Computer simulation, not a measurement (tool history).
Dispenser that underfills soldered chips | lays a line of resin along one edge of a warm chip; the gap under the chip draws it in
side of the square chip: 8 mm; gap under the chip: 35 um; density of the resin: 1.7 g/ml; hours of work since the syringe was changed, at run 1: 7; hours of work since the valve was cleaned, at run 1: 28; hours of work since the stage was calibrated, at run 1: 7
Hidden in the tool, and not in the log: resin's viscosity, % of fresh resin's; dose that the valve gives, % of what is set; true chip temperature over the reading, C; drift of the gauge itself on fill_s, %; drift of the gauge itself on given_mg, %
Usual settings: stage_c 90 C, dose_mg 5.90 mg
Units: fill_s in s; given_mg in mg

run   hour  stage_c  dose_mg  hours of work since the syringe was changed  hours of work since the valve was cleaned  hours of work since the stage was calibrated  fill_s  given_mg
  1    0.0       90     5.90                                            7                                         28                                             7   215.0      5.76
       1.6  -- new syringe of resin
  2    2.9       91     5.90                                            1                                         30                                             9   138.6      5.71
  3    6.2       86     5.90                                            3                                         32                                            11   199.0      5.73
  4    8.2       90     5.90                                            5                                         33                                            12   182.2      5.75
  5   11.2       90     5.90                                            7                                         35                                            14   211.2      5.72
      12.9  -- new syringe of resin
  6   14.5       90     5.90                                            1                                         38                                            16   143.6      5.71
  7   18.2       90     7.45                                            4                                         40                                            19   171.0      7.12
  8   21.5       90     7.45                                            6                                         42                                            21   199.1      7.14
      24.2  -- new syringe of resin
  9   24.2       87     7.45                                            0                                         44                                            23   148.6      7.11
 10   27.5       90     5.90                                            2                                         46                                            25   159.3      5.62
 11   30.2       90     7.59                                            4                                         48                                            27   175.4      7.25
 12   33.1       90     7.59                                            6                                         50                                            29   203.0      7.14
      35.5  -- new syringe of resin
 13   36.2       90     5.90                                            0                                         52                                            31   141.1      5.58
 14   40.4       90     5.90                                            3                                         55                                            34   172.8      5.60
 15   43.0       97     5.90                                            5                                         57                                            36   148.7      5.53
      46.8  -- new syringe of resin
 16   47.2       97     6.11                                            0                                         59                                            38   100.8      5.69
 17   49.6       97     6.11                                            2                                         61                                            40   115.4      5.79
      52.4  -- dispensing valve cleaned and set on the balance
 18   54.0       97     6.11                                            4                                          1                                            42   132.1      6.10
 19   56.1       97     5.90                                            6                                          3                                            44   145.7      5.98
      59.1  -- new syringe of resin
 20   59.5       85     5.64                                            0                                          5                                            46   172.4      5.56
 21   63.2       84     6.61                                            3                                          7                                            48   207.8      6.58
 22   67.3      102     7.49                                            6                                         10                                            51   123.9      7.40
      70.7  -- new syringe of resin
 23   71.9       89     6.02                                            1                                         13                                            54   148.4      5.93
 24   75.3       78     6.57                                            3                                         15                                            57   272.7      6.49
 25   79.6       78     6.57                                            6                                         18                                            60   330.8      6.45
      82.2  -- new syringe of resin
 26   83.0       89     6.98                                            1                                         20                                            62   145.1      6.80
 27   86.8       79     5.33                                            3                                         23                                            64   274.1      5.20
 28   89.7       99     6.99                                            5                                         25                                            66   134.0      6.86
 29   91.7       83     6.22                                            7                                         26                                            68   278.0      6.02
      93.4  -- new syringe of resin
 30   95.3       92     5.16                                            1                                         29                                            70   139.3      5.01
 31   99.8      102     7.25                                            4                                         32                                            73   112.5      7.08
     104.6  -- new syringe of resin
 32  104.6      102     7.25                                            0                                         35                                            76    81.4      7.04
 33  107.3      104     6.26                                            2                                         37                                            78    89.5      6.03
 34  110.1      104     6.26                                            4                                         39                                            80   100.9      6.03
 35  113.7       98     7.09                                            6                                         41                                            82   148.8      6.74
     115.9  -- new syringe of resin
 36  116.4       90     5.83                                            0                                         43                                            84   140.7      5.61

4 ways to go on from here, each from the tool as it stands after run 36. What would each give?
  A  119.0      104     6.77                                            2                                         45                                            86       ?         ?
  B  119.0       80     5.10                                            2                                         45                                            86       ?         ?
  C  119.0       85     7.36                                            2                                         45                                            86       ?         ?
  D  119.0      104     5.90                                            2                                         45                                            86       ?         ?

run  fill_s  given_mg
  A    89.4      6.44
  B   248.4      4.85
  C   188.9      7.00
  D    90.6      5.69
Without the tool's hidden state the same runs would have given:
run  fill_s  given_mg
  A    75.2      6.72
  B   206.4      5.06
  C   158.7      7.30
  D    75.9      5.94
